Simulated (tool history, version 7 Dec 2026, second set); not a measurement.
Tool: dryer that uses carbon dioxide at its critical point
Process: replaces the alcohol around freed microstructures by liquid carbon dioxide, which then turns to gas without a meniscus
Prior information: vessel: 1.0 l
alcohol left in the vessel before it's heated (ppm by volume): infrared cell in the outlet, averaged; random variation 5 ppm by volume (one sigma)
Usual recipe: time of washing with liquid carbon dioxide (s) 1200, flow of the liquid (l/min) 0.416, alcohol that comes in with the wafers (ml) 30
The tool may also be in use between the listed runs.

run,hour,time of washing with liquid carbon dioxide (s),flow of the liquid (l/min),alcohol that comes in with the wafers (ml),alcohol left in the vessel before it's heated (ppm by volume)
1,0,1200,0.416,30,114
2,56,1200,0.416,30,140
3,87.5,780,0.416,30,607
4,151.7,1440,0.416,30,114
5,182.6,1200,0.416,46,208
6,228.9,1200,0.416,46,219
7,257,1200,0.416,46,231
8,290.4,1200,0.416,46,257
9,334.7,1200,0.416,46,273
10,384.8,1200,0.416,46,291
11,433.6,1140,0.67,84,170
12,465.1,900,0.255,30,2446
13,494.6,1200,0.557,30,176
14,552.6,1560,0.487,59,200
# hour 613.2: inlet filter changed
15,618.7,1560,0.487,59,213
16,669.7,1860,0.487,59,223
17,699.3,900,0.337,59,1444

Consider 5 possible next runs. They are alternatives, not a sequence: every one starts from the tool as it was left by run 17. What does each give?
A,737,900,0.337,71,?
B,737,780,0.251,47,?
C,737,1200,0.337,59,?
D,737,900,0.684,59,?
E,737,1500,0.337,59,?

run,alcohol left in the vessel before it's heated (ppm by volume)
A,1728
B,4072
C,577
D,260
E,325
With the hidden condition removed and each run's random variation left untouched, the same runs would have given:
run,alcohol left in the vessel before it's heated (ppm by volume)
A,1304
B,3513
C,291
D,24
E,81
